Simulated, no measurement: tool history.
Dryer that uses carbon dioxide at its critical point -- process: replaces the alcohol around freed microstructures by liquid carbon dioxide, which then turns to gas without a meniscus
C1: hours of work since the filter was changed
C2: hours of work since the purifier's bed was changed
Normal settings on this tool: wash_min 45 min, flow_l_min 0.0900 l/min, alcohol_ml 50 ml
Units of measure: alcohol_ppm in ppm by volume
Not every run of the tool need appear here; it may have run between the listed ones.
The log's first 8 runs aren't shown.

Run 9, hour 52.3: usual settings but wash_min 60 min, alcohol_ml 46 ml; C1 195; C2 39. Result: alcohol_ppm 30 ppm by volume.
Run 10, hour 58.9: usual settings but wash_min 60 min, alcohol_ml 46 ml; C1 200; C2 44. Result: alcohol_ppm 23 ppm by volume.
Run 11, hour 66.8: usual settings but flow_l_min 0.0998 l/min; C1 205; C2 49. Result: alcohol_ppm 83 ppm by volume.
Run 12, hour 76.8: usual settings but flow_l_min 0.0998 l/min; C1 211; C2 55. Result: alcohol_ppm 81 ppm by volume.
Run 13, hour 87.1: usual settings; C1 217; C2 62. Result: alcohol_ppm 155 ppm by volume.
Run 14, hour 98.0: usual settings but flow_l_min 0.0578 l/min; C1 224; C2 69. Result: alcohol_ppm 1435 ppm by volume.
Run 15, hour 103.7: usual settings but alcohol_ml 47 ml; C1 228; C2 72. Result: alcohol_ppm 158 ppm by volume.
Run 16, hour 113.3: usual settings but alcohol_ml 47 ml; C1 234; C2 78. Result: alcohol_ppm 153 ppm by volume.
Run 17, hour 122.1: usual settings but alcohol_ml 47 ml; C1 240; C2 84. Result: alcohol_ppm 152 ppm by volume.
Run 18, hour 128.8: usual settings but alcohol_ml 47 ml; C1 244; C2 88. Result: alcohol_ppm 162 ppm by volume.
Run 19, hour 134.1: usual settings but alcohol_ml 47 ml; C1 247; C2 92. Result: alcohol_ppm 155 ppm by volume.
Run 20, hour 140.2: usual settings but alcohol_ml 33 ml; C1 251; C2 95. Result: alcohol_ppm 128 ppm by volume.
Run 21, hour 149.6: usual settings but alcohol_ml 35 ml; C1 257; C2 101. Result: alcohol_ppm 135 ppm by volume.
Run 22, hour 160.1: usual settings; C1 264; C2 108. Result: alcohol_ppm 184 ppm by volume.
Run 23, hour 165.1: usual settings but wash_min 49 min, flow_l_min 0.1050 l/min, alcohol_ml 29 ml; C1 267; C2 111. Result: alcohol_ppm 35 ppm by volume.
Run 24, hour 174.4: usual settings but wash_min 34 min, flow_l_min 0.0692 l/min, alcohol_ml 29 ml; C1 273; C2 117. Result: alcohol_ppm 1371 ppm by volume.
Run 25, hour 180.3: usual settings but wash_min 28 min, flow_l_min 0.1167 l/min, alcohol_ml 65 ml; C1 277; C2 121. Result: alcohol_ppm 775 ppm by volume.

Estimate the outcome of run 26 from the log above:
Run 26, hour 188.8: usual settings but wash_min 28 min, flow_l_min 0.1167 l/min, alcohol_ml 65 ml; C1 282; C2 126. Result: alcohol_ppm ?.

{"run 26": {"alcohol_ppm": 788}}
Had the tool carried no hidden state, the very same run would have given alcohol_ppm 443 ppm by volume.
